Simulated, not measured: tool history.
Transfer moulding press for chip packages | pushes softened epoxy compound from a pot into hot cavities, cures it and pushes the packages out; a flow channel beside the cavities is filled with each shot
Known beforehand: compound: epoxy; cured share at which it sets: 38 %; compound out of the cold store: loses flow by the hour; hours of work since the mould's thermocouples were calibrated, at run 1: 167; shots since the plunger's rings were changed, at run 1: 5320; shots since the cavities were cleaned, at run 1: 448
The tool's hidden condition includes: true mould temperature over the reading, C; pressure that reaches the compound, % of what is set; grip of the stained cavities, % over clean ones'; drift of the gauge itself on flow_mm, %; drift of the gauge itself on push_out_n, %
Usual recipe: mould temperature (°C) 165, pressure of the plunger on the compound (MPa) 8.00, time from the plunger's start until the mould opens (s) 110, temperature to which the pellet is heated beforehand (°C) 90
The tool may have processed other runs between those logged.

| run | day | mould temperature (°C) | pressure of the plunger on the compound (MPa) | time from the plunger's start until the mould opens (s) | temperature to which the pellet is heated beforehand (°C) | hours of work since the mould's thermocouples were calibrated | shots since the plunger's rings were changed | shots since the cavities were cleaned | incoming compound's hours out of the cold store | length that the compound runs in the flow channel (mm) | greatest force on the pins that push the packages out (N) |
|---|---|---|---|---|---|---|---|---|---|---|---|
| 1 | 0.000 | 165 | 8.00 | 110 | 90 | 167 | 5320 | 448 | 45.2 | 560 | 598 |
| 2 | 0.608 | 157 | 8.00 | 110 | 90 | 174 | 5448 | 576 | 24.6 | 664 | 1058 |
|  | 0.917 | cavities cleaned with cleaning compound and waxed |
| 3 | 1.375 | 157 | 8.00 | 110 | 90 | 183 | 5597 | 97 | 23.3 | 671 | 715 |
| 4 | 1.988 | 165 | 8.00 | 93 | 90 | 190 | 5726 | 226 | 13.2 | 672 | 635 |
| 5 | 2.717 | 165 | 8.00 | 93 | 90 | 198 | 5879 | 379 | 19.7 | 648 | 706 |
| 6 | 3.454 | 165 | 8.00 | 93 | 90 | 207 | 6035 | 535 | 25.4 | 626 | 759 |
|  | 3.983 | cavities cleaned with cleaning compound and waxed |
| 7 | 4.246 | 165 | 8.00 | 93 | 99 | 215 | 6189 | 56 | 13.0 | 674 | 508 |
| 8 | 4.571 | 165 | 8.00 | 93 | 99 | 219 | 6257 | 124 | 38.3 | 579 | 523 |
|  | 4.729 | plunger's sealing rings changed |
| 9 | 5.146 | 165 | 8.00 | 132 | 99 | 224 | 88 | 223 | 30.4 | 629 | 486 |
| 10 | 5.692 | 165 | 8.00 | 132 | 99 | 230 | 204 | 339 | 16.5 | 683 | 545 |
| 11 | 6.021 | 165 | 8.00 | 132 | 99 | 234 | 273 | 408 | 29.1 | 633 | 555 |
| 12 | 6.492 | 158 | 8.00 | 110 | 90 | 240 | 372 | 507 | 16.9 | 716 | 1005 |
| 13 | 6.838 | 158 | 8.00 | 110 | 90 | 244 | 445 | 580 | 23.4 | 689 | 969 |
|  | 7.158 | cavities cleaned with cleaning compound and waxed |
| 14 | 7.612 | 158 | 8.00 | 110 | 90 | 252 | 595 | 95 | 25.1 | 678 | 670 |
| 15 | 7.971 | 170 | 9.66 | 107 | 90 | 256 | 671 | 171 | 23.8 | 695 | 449 |
| 16 | 8.638 | 159 | 8.00 | 95 | 96 | 264 | 812 | 312 | 33.8 | 639 | 971 |
| 17 | 9.262 | 165 | 8.00 | 102 | 98 | 271 | 943 | 443 | 35.2 | 608 | 641 |
| 18 | 9.971 | 165 | 7.72 | 102 | 98 | 279 | 1092 | 592 | 23.0 | 642 | 677 |
|  | 10.208 | cavities cleaned with cleaning compound and waxed |
| 19 | 10.508 | 165 | 7.69 | 102 | 98 | 285 | 1193 | 63 | 41.3 | 576 | 432 |
| 20 | 10.967 | 165 | 7.69 | 102 | 98 | 290 | 1290 | 160 | 21.2 | 645 | 493 |
| 21 | 11.308 | 160 | 8.00 | 110 | 87 | 294 | 1361 | 231 | 37.6 | 620 | 645 |
| 22 | 11.642 | 160 | 8.00 | 110 | 87 | 298 | 1432 | 302 | 29.0 | 651 | 709 |
| 23 | 12.004 | 160 | 8.00 | 110 | 87 | 302 | 1508 | 378 | 37.2 | 621 | 710 |
| 24 | 12.521 | 171 | 9.96 | 116 | 86 | 308 | 1617 | 487 | 17.8 | 726 | 541 |
| 25 | 12.875 | 165 | 7.45 | 148 | 90 | 312 | 1692 | 562 | 28.4 | 610 | 559 |
|  | 13.271 | cavities cleaned with cleaning compound and waxed |
| 26 | 13.546 | 165 | 9.18 | 114 | 90 | 319 | 1820 | 58 | 13.4 | 741 | 412 |
| 27 | 14.188 | 165 | 8.03 | 147 | 81 | 326 | 1955 | 193 | 16.1 | 681 | 457 |

Forecast each of these 3 alternatives for the next run:
| A | 14.858 | 165 | 8.00 | 146 | 93 | 334 | 2097 | 335 | 10.6 | ? | ? |
| B | 14.858 | 165 | 8.03 | 139 | 81 | 334 | 2097 | 335 | 35.5 | ? | ? |
| C | 14.858 | 170 | 8.27 | 149 | 90 | 334 | 2097 | 335 | 41.5 | ? | ? |

| run | length that the compound runs in the flow channel (mm) | greatest force on the pins that push the packages out (N) |
|---|---|---|
| A | 701 | 491 |
| B | 606 | 512 |
| C | 576 | 492 |
With no hidden state in the tool, these same runs would have given:
| run | length that the compound runs in the flow channel (mm) | greatest force on the pins that push the packages out (N) |
|---|---|---|
| A | 713 | 323 |
| B | 616 | 340 |
| C | 586 | 323 |
